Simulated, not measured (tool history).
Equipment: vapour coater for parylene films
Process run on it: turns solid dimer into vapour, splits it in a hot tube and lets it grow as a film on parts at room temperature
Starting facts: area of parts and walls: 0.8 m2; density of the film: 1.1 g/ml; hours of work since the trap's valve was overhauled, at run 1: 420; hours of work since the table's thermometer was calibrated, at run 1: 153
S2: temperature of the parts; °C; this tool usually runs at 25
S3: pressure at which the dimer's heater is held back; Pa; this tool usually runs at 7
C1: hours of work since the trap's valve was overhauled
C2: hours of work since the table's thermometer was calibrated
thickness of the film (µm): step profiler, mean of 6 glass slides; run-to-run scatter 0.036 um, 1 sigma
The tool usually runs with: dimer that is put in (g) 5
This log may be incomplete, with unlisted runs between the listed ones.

Run 1, hour 0: usual settings; C1 420; C2 153. Result: thickness of the film (µm) 3.72.
Run 2, hour 44.2: usual settings; C1 457; C2 189. Result: thickness of the film (µm) 3.74.
At hour 82.7: trap's valve overhauled.
Run 3, hour 98.3: usual settings; C1 13; C2 231. Result: thickness of the film (µm) 3.79.
Run 4, hour 136.9: usual settings; C1 45; C2 263. Result: thickness of the film (µm) 3.79.
Run 5, hour 198.3: usual settings but dimer that is put in (g) 3; C1 96; C2 314. Result: thickness of the film (µm) 2.29.
Run 6, hour 262.5: usual settings but dimer that is put in (g) 2; C1 149; C2 367. Result: thickness of the film (µm) 1.5.
Run 7, hour 312.8: usual settings but S3 4.06 Pa; C1 191; C2 409. Result: thickness of the film (µm) 4.27.
Run 8, hour 372.8: usual settings; C1 241; C2 459. Result: thickness of the film (µm) 3.78.
Run 9, hour 404.6: usual settings but S2 27 °C; C1 267; C2 485. Result: thickness of the film (µm) 3.59.
Run 10, hour 454.6: usual settings but S2 31 °C; C1 309; C2 527. Result: thickness of the film (µm) 3.29.
Run 11, hour 514.9: usual settings; C1 359; C2 577. Result: thickness of the film (µm) 3.77.
Run 12, hour 575.1: usual settings but S2 33 °C; C1 409; C2 627. Result: thickness of the film (µm) 3.28.
Run 13, hour 609.2: usual settings; C1 437; C2 656. Result: thickness of the film (µm) 3.75.
At hour 671.6: trap's valve overhauled.
Run 14, hour 675.1: usual settings; C1 3; C2 707. Result: thickness of the film (µm) 3.7.
Run 15, hour 709.2: usual settings; C1 31; C2 735. Result: thickness of the film (µm) 3.78.
Run 16, hour 768.6: usual settings but S3 3.02 Pa; C1 81; C2 785. Result: thickness of the film (µm) 4.61.
Run 17, hour 805.7: usual settings but S3 3.02 Pa; C1 111; C2 815. Result: thickness of the film (µm) 4.59.
Run 18, hour 864: usual settings but S2 27 °C; C1 160; C2 864. Result: thickness of the film (µm) 3.58.
Run 19, hour 906.3: usual settings but S2 27 °C; C1 195; C2 899. Result: thickness of the film (µm) 3.57.
Run 20, hour 933.8: usual settings but S2 27 °C; C1 218; C2 922. Result: thickness of the film (µm) 3.64.
Run 21, hour 966.1: usual settings but S2 27 °C; C1 245; C2 949. Result: thickness of the film (µm) 3.54.
Run 22, hour 1000.8: usual settings but S2 27 °C; C1 273; C2 977. Result: thickness of the film (µm) 3.68.
Run 23, hour 1052.3: usual settings but S3 7.52 Pa; C1 316; C2 1020. Result: thickness of the film (µm) 3.71.
Run 24, hour 1116.7: usual settings but S2 20 °C; C1 370; C2 1074. Result: thickness of the film (µm) 4.09.
Run 25, hour 1171: usual settings but dimer that is put in (g) 2, S2 21 °C, S3 11.32 Pa; C1 415; C2 1119. Result: thickness of the film (µm) 1.44.
Run 26, hour 1224.2: usual settings but dimer that is put in (g) 2, S2 19 °C, S3 3.61 Pa; C1 459; C2 1163. Result: thickness of the film (µm) 1.96.
At hour 1259: trap's valve overhauled.
Run 27, hour 1281.4: usual settings but S2 20 °C; C1 19; C2 1207. Result: thickness of the film (µm) 4.1.
Run 28, hour 1312.7: usual settings but S2 20 °C; C1 45; C2 1233. Result: thickness of the film (µm) 4.07.
Run 29, hour 1360.3: usual settings but S2 19 °C; C1 84; C2 1273. Result: thickness of the film (µm) 4.13.
At hour 1367.3: table's thermometer calibrated.
Run 30, hour 1426.4: usual settings but dimer that is put in (g) 4, S2 30 °C, S3 5.34 Pa; C1 138; C2 49. Result: thickness of the film (µm) 2.94.
Run 31, hour 1474: usual settings but S2 26 °C, S3 4 Pa; C1 178; C2 89. Result: thickness of the film (µm) 4.15.
Run 32, hour 1521: usual settings but dimer that is put in (g) 6, S2 19 °C, S3 5.48 Pa; C1 217; C2 128. Result: thickness of the film (µm) 5.24.
Run 33, hour 1557.5: usual settings but dimer that is put in (g) 6, S2 34 °C, S3 6.17 Pa; C1 247; C2 158. Result: thickness of the film (µm) 3.94.
Run 34, hour 1591.6: usual settings but dimer that is put in (g) 6, S2 34 °C, S3 6 Pa; C1 275; C2 186. Result: thickness of the film (µm) 3.95.
Run 35, hour 1630.3: usual settings but S2 35 °C, S3 9.95 Pa; C1 308; C2 218. Result: thickness of the film (µm) 2.87.
Run 36, hour 1680.7: usual settings but dimer that is put in (g) 3, S2 29 °C, S3 4.52 Pa; C1 349; C2 260. Result: thickness of the film (µm) 2.36.
Run 37, hour 1732: usual settings but dimer that is put in (g) 3, S2 29 °C, S3 4.52 Pa; C1 392; C2 303. Result: thickness of the film (µm) 2.31.
Run 38, hour 1782.4: usual settings but dimer that is put in (g) 2, S2 29 °C, S3 4.52 Pa; C1 434; C2 345. Result: thickness of the film (µm) 1.53.
Run 39, hour 1815.3: usual settings but dimer that is put in (g) 2, S2 27 °C, S3 9.1 Pa; C1 461; C2 372. Result: thickness of the film (µm) 1.39.
At hour 1848.9: trap's valve overhauled.
Run 40, hour 1877.1: usual settings but dimer that is put in (g) 2, S2 27 °C, S3 9.1 Pa; C1 23; C2 420. Result: thickness of the film (µm) 1.39.
Run 41, hour 1905.6: usual settings but dimer that is put in (g) 3, S2 24 °C, S3 3.43 Pa; C1 47; C2 444. Result: thickness of the film (µm) 2.73.
Run 42, hour 1968: usual settings but dimer that is put in (g) 3, S2 36 °C, S3 6.94 Pa; C1 99; C2 496. Result: thickness of the film (µm) 1.84.

Run 43 has not been measured yet. What should we expect?
Run 43, hour 2018.7: usual settings but S3 3.68 Pa; C1 141; C2 538. Result: thickness of the film (µm) ?.

Run 43 came out at thickness of the film (µm) 4.42.
Had the tool carried no hidden state, the very same run would have given thickness of the film (µm) 4.42.
